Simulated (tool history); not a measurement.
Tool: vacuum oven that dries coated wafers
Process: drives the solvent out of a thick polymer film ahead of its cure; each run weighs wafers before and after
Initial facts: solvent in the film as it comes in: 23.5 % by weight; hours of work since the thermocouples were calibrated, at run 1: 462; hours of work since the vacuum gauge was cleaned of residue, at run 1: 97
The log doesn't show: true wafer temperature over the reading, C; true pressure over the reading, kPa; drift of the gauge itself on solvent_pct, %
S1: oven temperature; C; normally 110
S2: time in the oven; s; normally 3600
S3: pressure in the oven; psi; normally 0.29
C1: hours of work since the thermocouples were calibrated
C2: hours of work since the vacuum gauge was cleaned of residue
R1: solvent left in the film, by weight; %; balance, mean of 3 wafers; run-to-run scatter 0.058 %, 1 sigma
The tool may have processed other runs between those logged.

run   hour   S1    S2     S3   C1   C2     R1
  1      0  110  3600   0.29  462   97   3.53
  2   25.1  121  3600   0.29  482  117   0.85
  3   47.6  121  3600   0.29  500  135   0.79
  4   72.1  121  3600   0.29  519  154   0.88
  5   97.2  110  3360   0.29  539  174   3.89
  6  120.2  110  3360   0.19  557  192   3.61
  7  136.7  110  3360   0.19  570  205    3.7
  8  159.7  110  3360  0.985  589  224   5.42
  9  176.5  118  3900   0.29  602  237   1.12
 10  190.8  118  3900   0.29  613  248   1.26
     193.6  -- vacuum gauge cleaned of residue and calibrated
 11  212.7  118  3900   0.29  630   15    1.1
 12  225.8  102  3600   0.29  640   25   7.14
 13  243.8  102  3600   0.29  654   40   7.18
 14  268.1  104  2820  0.721  673   59   8.87
     275.6  -- vacuum gauge cleaned of residue and calibrated, once more
 15  281.4  110  3060  0.321  683    5   4.52
 16  304.2   98  2580  0.274  701   23  11.06

Alternative continuations, all from the tool just after run 16; predict every row:
  A  317.7  110  1920  0.632  711  33   ?
  B  317.7  100  2280   0.29  711  33   ?
  C  317.7   98  3540  0.263  711  33   ?
  D  317.7  110  3600  0.991  711  33   ?

run    R1
  A  8.12
  B  11.3
  C  9.28
  D  5.26
With no hidden state in the tool, these same runs would have given:
run     R1
  A   7.17
  B  10.35
  C   8.26
  D   4.47
